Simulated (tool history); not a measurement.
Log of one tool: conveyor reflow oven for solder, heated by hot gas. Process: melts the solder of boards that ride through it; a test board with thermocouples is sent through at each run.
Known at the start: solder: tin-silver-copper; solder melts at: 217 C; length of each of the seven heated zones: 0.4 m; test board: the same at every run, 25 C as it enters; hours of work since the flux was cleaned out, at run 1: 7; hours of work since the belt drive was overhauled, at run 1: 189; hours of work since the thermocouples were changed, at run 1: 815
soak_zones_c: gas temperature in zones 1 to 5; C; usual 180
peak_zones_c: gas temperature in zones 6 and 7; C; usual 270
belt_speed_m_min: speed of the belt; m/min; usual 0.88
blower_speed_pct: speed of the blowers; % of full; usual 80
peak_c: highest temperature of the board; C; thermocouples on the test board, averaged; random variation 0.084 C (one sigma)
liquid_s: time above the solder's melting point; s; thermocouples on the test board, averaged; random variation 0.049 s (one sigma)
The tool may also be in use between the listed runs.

run,hour,soak_zones_c,peak_zones_c,belt_speed_m_min,blower_speed_pct,hours of work since the flux was cleaned out,hours of work since the belt drive was overhauled,hours of work since the thermocouples were changed,peak_c,liquid_s
1,0,180,270,0.88,80,7,189,815,257.59,44.99
2,11.9,180,270,0.88,80,14,197,823,257.59,44.98
3,19.8,180,270,0.88,80,19,202,828,257.43,44.92
4,32.2,180,270,0.88,80,27,209,835,257.43,44.91
5,39.7,180,270,0.88,85,31,214,840,258.31,45.23
6,49.5,180,270,1.023,80,37,220,846,252.66,36.03
7,60.3,180,270,1.023,80,44,227,853,252.56,35.94
8,67.6,180,274,0.88,80,48,231,857,261,46.38
9,79.5,180,274,0.88,80,56,238,864,260.78,46.37
10,87,180,274,0.88,80,60,243,869,260.78,46.27
11,93.1,179,270,0.88,80,64,247,873,257.2,44.58

Hidden state or all else? Some run-to-run changes of peak_c, split into what the settings, what came in and random variation would give without the hidden state, and what is left for the hidden state (with any gauge scatter that isn't in both results):
The hidden state here: heat that the gas passes to the board, % of a clean oven's; belt's true speed, % of the reading; true gas temperature in zones 6 and 7 over the reading, C; drift of the gauge itself on peak_c, C; drift of the gauge itself on liquid_s, %.
Run 5 -> 6: belt_speed_m_min 0.88 -> 1.023, blower_speed_pct 85 -> 80. peak_c -5.65 C: hidden state -0.14, all else -5.51.
Run 7 -> 8: peak_zones_c 270 -> 274, belt_speed_m_min 1.023 -> 0.88. peak_c +8.44 C: hidden state +0.1, all else +8.34.
